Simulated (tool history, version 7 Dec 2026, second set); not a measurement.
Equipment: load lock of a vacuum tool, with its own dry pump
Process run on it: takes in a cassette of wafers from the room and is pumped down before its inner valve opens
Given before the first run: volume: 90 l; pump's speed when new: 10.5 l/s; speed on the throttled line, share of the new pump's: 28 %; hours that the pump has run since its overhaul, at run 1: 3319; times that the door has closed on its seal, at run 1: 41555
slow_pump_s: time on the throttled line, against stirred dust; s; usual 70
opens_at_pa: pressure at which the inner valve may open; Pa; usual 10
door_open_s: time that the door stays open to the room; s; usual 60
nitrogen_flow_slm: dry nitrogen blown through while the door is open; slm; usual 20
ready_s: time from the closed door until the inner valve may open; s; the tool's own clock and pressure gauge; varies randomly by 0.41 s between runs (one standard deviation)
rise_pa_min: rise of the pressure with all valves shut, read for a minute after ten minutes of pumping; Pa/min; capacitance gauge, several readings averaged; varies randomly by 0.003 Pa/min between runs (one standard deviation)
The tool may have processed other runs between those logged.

run,hour,slow_pump_s,opens_at_pa,door_open_s,nitrogen_flow_slm,hours that the pump has run since its overhaul,times that the door has closed on its seal,"incoming humidity of the room's air, %",ready_s,rise_pa_min
1,0.0,70,10,60,20,3319,41555,44.7,130.8,0.235
2,49.1,70,10,60,20,3368,41798,44.5,131.0,0.236
3,134.6,70,10,60,20,3454,42220,44.1,131.8,0.247
4,225.9,70,10,60,20,3545,42671,44.5,130.6,0.250
5,277.4,70,10,60,20,3596,42925,48.9,130.9,0.248
6,357.4,70,10,60,20,3676,43320,44.7,131.3,0.247
7,395.0,70,10,60,4,3714,43506,44.6,131.3,0.265
8,470.6,70,10,60,4,3790,43879,44.3,130.9,0.271
9,526.4,70,10,60,20,3845,44155,40.2,131.6,0.257
10,603.8,70,10,60,20,3923,44537,45.8,131.7,0.260
11,658.3,70,10,60,20,3977,44806,40.1,130.9,0.256
12,741.5,70,10,60,20,4060,45217,49.6,131.7,0.272
13,828.3,35,10,60,20,4147,45646,47.3,106.6,0.273
14,883.6,35,10,60,20,4203,45919,44.0,107.3,0.268
15,937.2,70,10,60,20,4256,46184,43.9,130.6,0.266
16,996.8,70,9,60,20,4316,46478,48.7,132.3,0.281
17,1038.1,70,9,60,20,4357,46682,46.0,132.7,0.280
18,1104.0,70,9,60,20,4423,47008,47.0,132.1,0.273
19,1178.2,70,9,60,20,4497,47374,46.2,131.9,0.279
20,1235.3,70,9,60,20,4554,47656,47.0,132.3,0.294
21,1322.7,70,9,60,20,4642,48088,43.6,133.4,0.284
22,1364.4,56,17,138,13,4683,48294,44.9,116.5,0.312
23,1413.3,56,17,173,13,4732,48535,40.7,117.2,0.305
24,1463.6,70,10,28,20,4783,48784,43.6,131.5,0.291
25,1525.1,70,9,28,20,4844,49088,43.8,132.9,0.289
26,1610.9,70,8,123,20,4930,49511,44.8,134.1,0.313
27,1689.2,70,8,123,20,5008,49898,44.1,133.8,0.315
28,1770.6,133,8,44,6,5090,50300,41.0,178.6,0.321
29,1836.4,133,8,44,6,5155,50625,47.5,178.5,0.315
30,1915.1,79,8,44,7,5234,51014,44.5,140.2,0.318
31,1983.0,72,10,186,20,5302,51349,43.1,132.9,0.334
32,2060.6,89,14,186,25,5380,51732,45.8,141.5,0.340
33,2098.1,123,17,78,40,5417,51918,39.7,164.2,0.323
34,2141.3,70,10,60,7,5460,52131,48.3,131.9,0.341
35,2214.6,70,10,78,7,5534,52493,44.0,131.5,0.350
36,2290.2,70,10,187,13,5609,52867,46.1,132.0,0.358
37,2381.2,70,18,59,11,5700,53316,46.8,127.2,0.340

Alternative continuations, all from the tool just after run 37; predict every row:
A,2427.5,70,18,26,11,5747,53545,44.9,?,?
B,2427.5,47,18,59,11,5747,53545,45.4,?,?
C,2427.5,96,7,184,11,5747,53545,45.8,?,?

run,ready_s,rise_pa_min
A,127.3,0.335
B,111.1,0.345
C,153.0,0.367
Had the tool no hidden state, the same runs would have come out as:
run,ready_s,rise_pa_min
A,124.7,0.017
B,108.2,0.024
C,150.4,0.050

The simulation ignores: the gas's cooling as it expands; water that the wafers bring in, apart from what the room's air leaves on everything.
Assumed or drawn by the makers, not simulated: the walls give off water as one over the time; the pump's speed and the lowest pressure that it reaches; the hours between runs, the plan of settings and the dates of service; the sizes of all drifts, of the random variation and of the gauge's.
